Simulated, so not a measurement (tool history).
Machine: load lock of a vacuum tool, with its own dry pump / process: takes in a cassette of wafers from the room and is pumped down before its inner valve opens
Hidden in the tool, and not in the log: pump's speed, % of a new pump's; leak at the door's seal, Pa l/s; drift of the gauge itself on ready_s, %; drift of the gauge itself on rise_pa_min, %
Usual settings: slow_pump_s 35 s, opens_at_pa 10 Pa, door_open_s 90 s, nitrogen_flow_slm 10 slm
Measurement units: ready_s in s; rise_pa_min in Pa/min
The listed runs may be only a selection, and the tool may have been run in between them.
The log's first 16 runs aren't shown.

run	hour	slow_pump_s	opens_at_pa	door_open_s	nitrogen_flow_slm	hours that the pump has run since its overhaul	times that the door has closed on its seal	incoming humidity of the room's air, %	ready_s	rise_pa_min
17	8049.3	35	10	90	10	8818	30192	42.6	81.6	0.027
18	8505.8	35	10	90	16	9275	32256	44.4	82.5	0.026
19	9046.5	35	10	90	16	9816	34700	45.8	82.3	0.024
20	9679.6	35	10	90	17	10449	37563	44.3	81.7	0.025
21	10337.8	50	10	90	10	11107	40538	43.5	92.3	0.033
22	10720.0	37	19	119	35	11489	42267	43.2	79.1	0.027
23	11000.9	35	10	30	6	11770	43536	44.6	83.1	0.010
# hour 11392.7: door's seal changed, seat wiped
24	11550.2	35	10	30	6	12318	713	46.4	83.4	0.013
25	12041.4	35	10	83	10	12809	2933	43.9	82.6	0.024
26	12716.9	35	16	186	13	13484	5987	44.6	80.5	0.043
27	13325.8	35	16	186	13	14093	8740	45.0	79.9	0.043
28	13822.3	18	12	132	5	14590	10985	44.3	70.0	0.040
29	14215.8	33	10	90	10	14983	12764	43.5	80.4	0.032
30	14498.4	35	8	90	10	15266	14042	42.5	84.0	0.031
31	15006.5	35	8	90	10	15774	16339	47.5	83.6	0.032
32	15414.2	35	12	79	10	16182	18182	46.6	80.1	0.030
33	15932.8	35	11	79	16	16700	20527	43.3	81.8	0.024
34	16572.3	35	11	79	16	17340	23418	45.3	81.8	0.025
35	17121.1	42	17	31	14	17889	25899	44.5	83.4	0.017
36	17675.9	42	11	35	4	18443	28408	42.8	87.3	0.022

Forecast each of these 4 alternatives for the next run:
A	18150.2	42	17	67	4	18918	30552	46.7	?	?
B	18150.2	44	9	90	10	18918	30552	46.0	?	?
C	18150.2	22	11	50	4	18918	30552	41.7	?	?
D	18150.2	64	10	90	18	18918	30552	44.3	?	?

run	ready_s	rise_pa_min
A	84.6	0.035
B	89.1	0.032
C	72.6	0.021
D	103.9	0.024
Had the tool no hidden state, the same runs would have come out as:
run	ready_s	rise_pa_min
A	84.5	0.033
B	89.0	0.031
C	72.5	0.020
D	103.9	0.023
